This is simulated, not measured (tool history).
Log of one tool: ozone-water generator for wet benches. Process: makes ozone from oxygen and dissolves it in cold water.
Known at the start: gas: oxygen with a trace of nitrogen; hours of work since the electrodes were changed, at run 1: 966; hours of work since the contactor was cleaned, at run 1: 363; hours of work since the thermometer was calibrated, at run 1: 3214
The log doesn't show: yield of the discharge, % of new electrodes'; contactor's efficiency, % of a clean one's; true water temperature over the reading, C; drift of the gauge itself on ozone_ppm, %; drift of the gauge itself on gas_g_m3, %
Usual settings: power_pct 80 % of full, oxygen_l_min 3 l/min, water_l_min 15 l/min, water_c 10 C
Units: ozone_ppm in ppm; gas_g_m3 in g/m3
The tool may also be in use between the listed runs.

run,hour,power_pct,oxygen_l_min,water_l_min,water_c,hours of work since the electrodes were changed,hours of work since the contactor was cleaned,hours of work since the thermometer was calibrated,ozone_ppm,gas_g_m3
1,0,80,3,15,10,966,363,3214,26.6,239
2,60.1,80,3,15,10,1006,402,3253,26.5,238
3,155.5,80,3,15,10,1068,465,3316,26.8,238
4,236.2,80,3,9,10,1120,517,3368,40.1,241.6
5,312.4,80,3,9,10,1170,567,3418,40.1,239
6,376.7,80,3,15,5,1212,609,3460,28,240.7
7,457.7,80,3,15,10,1265,662,3513,26.8,240.6
8,528.9,80,3,15,10,1311,708,3559,26.2,242.1
9,609.2,80,3,15,10,1363,760,3611,26.3,240.6
10,670.7,80,3,15,10,1403,800,3651,26.8,243.8
11,753.3,80,3,15,14,1457,854,3705,25.5,241.7
12,839.7,80,1.92,15,10,1514,910,3762,25.5,328.2
13,901.6,80,3,15,16,1554,951,3802,24.7,246
14,945.1,80,3,15,16,1582,979,3830,24.8,243.6
15,1004.7,80,3,15,10,1621,1018,3869,26.7,246.2
# hour 1010.4: water thermometer calibrated
# hour 1036.6: gauge calibrated
16,1099.4,80,3,15,10,1683,1079,58,26.3,239.1
17,1156.1,80,3,15,10,1720,1116,95,26.2,236.5
18,1238.4,80,3,15,10,1773,1170,149,26.6,237.7
19,1308.7,80,3,12,15,1819,1216,194,29.9,241.1
20,1394.7,42,3,10,10,1875,1272,250,23.2,151.3
21,1460.6,99,1.61,22,7,1918,1315,293,19.8,421.5
22,1555.8,80,3,15,9,1980,1377,355,26.8,241.1
23,1610.3,80,3,15,9,2016,1412,391,27,242.2
24,1652.2,76,4.28,14,11,2043,1440,418,26.4,184.5
25,1729.2,80,3.67,11,10,2093,1490,468,34,210.4
26,1814.1,42,3,12,9,2148,1545,524,20.4,153.3
27,1880.3,42,3,12,9,2192,1588,567,20.6,153.9
28,1975.7,57,3,12,15,2254,1651,629,23.7,191.3

Run 29 comes next. What will it give?
29,2047,84,3,16,14,2300,1697,676,?,?

Run 29 gave ozone_ppm 24.8 ppm, gas_g_m3 256.2 g/m3.
Without the tool's hidden state the same run would have given ozone_ppm 24.9 ppm, gas_g_m3 249.5 g/m3.
